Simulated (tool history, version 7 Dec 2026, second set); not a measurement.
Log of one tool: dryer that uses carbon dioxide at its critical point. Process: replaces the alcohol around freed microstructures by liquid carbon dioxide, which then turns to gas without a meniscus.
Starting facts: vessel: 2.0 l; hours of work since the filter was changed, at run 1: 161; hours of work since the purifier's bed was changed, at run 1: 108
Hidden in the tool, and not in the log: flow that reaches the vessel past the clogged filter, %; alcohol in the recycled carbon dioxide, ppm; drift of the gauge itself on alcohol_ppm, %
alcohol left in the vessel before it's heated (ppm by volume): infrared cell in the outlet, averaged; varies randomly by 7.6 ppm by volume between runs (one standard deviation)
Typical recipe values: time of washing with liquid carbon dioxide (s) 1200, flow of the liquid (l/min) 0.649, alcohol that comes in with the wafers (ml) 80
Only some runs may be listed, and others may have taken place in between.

run	hour	time of washing with liquid carbon dioxide (s)	flow of the liquid (l/min)	alcohol that comes in with the wafers (ml)	hours of work since the filter was changed	hours of work since the purifier's bed was changed	alcohol left in the vessel before it's heated (ppm by volume)
1	0	1200	0.649	80	161	108	542
2	28.7	1260	0.649	80	182	129	478
3	46.1	1860	0.649	80	195	142	111
4	72.5	1860	0.649	44	215	162	94
# hour 91.5: inlet filter changed
5	98	1860	0.649	44	5	180	90
6	123.2	1860	0.649	44	24	199	100
7	140.4	1860	0.649	44	37	212	101
8	154.4	1200	0.649	72	47	222	455
9	175.7	1200	0.649	103	63	238	637
10	194	1200	0.649	103	77	252	652
11	210.7	1200	0.649	80	89	264	537

Forecast run 12:
12	230.3	840	0.412	22	104	279	?

alcohol left in the vessel before it's heated (ppm by volume): 1647
Without the tool's hidden state the same run would have given alcohol left in the vessel before it's heated (ppm by volume) 1410.
